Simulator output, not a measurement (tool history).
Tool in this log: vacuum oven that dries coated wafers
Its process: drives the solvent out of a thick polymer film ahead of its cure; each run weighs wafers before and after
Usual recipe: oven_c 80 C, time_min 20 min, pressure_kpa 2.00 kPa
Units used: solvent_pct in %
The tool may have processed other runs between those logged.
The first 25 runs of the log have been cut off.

run    hour  oven_c  time_min  pressure_kpa  hours of work since the thermocouples were calibrated  hours of work since the vacuum gauge was cleaned of residue  solvent_pct
 26  1463.7      67        21          2.00                                                    133                                                          245         7.65
 27  1502.4      83        20          6.78                                                    153                                                          265         8.12
 28  1535.9      90        13          7.27                                                    170                                                          282         6.75
 29  1571.1      94        11          2.00                                                    188                                                          300         1.73
 30  1619.1      66        11          2.00                                                    212                                                          324        10.23
 31  1697.0      66        11          2.00                                                    251                                                          363        10.65
 32  1774.1      87        17          1.39                                                    290                                                          403         1.65
 33  1826.9      76        15          1.39                                                    317                                                          429         4.63
 34  1886.7      84        27          1.23                                                    347                                                          460         1.68
 35  1960.6      84        27          1.23                                                    385                                                          497         1.65
 36  2032.3      84        27          1.23                                                    421                                                          533         1.60
 37  2100.4      95        20          2.00                                                    456                                                          568         1.73
 38  2168.4      79        17          1.97                                                    490                                                          602         4.11
 39  2229.9      90        20          6.32                                                    521                                                          634         5.98
 40  2281.9      93        20          1.83                                                    548                                                          660         1.65
 41  2339.7      91        11          1.66                                                    577                                                          689         2.03
 42  2392.4      76        18          2.05                                                    604                                                          716         5.19
 43  2450.5      70        14          1.49                                                    633                                                          745         7.70
 44  2501.5      70        14          1.49                                                    659                                                          771         7.93

What if the next run were any one of these 4? Each begins from the tool's condition after run 44:
  A  2536.4      80        11          2.00                                                    677                                                          789            ?
  B  2536.4      70        20          1.69                                                    677                                                          789            ?
  C  2536.4      70        14          7.67                                                    677                                                          789            ?
  D  2536.4      90        27          3.89                                                    677                                                          789            ?

run  solvent_pct
  A         5.37
  B         6.83
  C        16.26
  D         3.79
With the hidden condition removed and each run's random variation left untouched, the same runs would have given:
run  solvent_pct
  A         4.76
  B         6.04
  C        15.49
  D         3.43
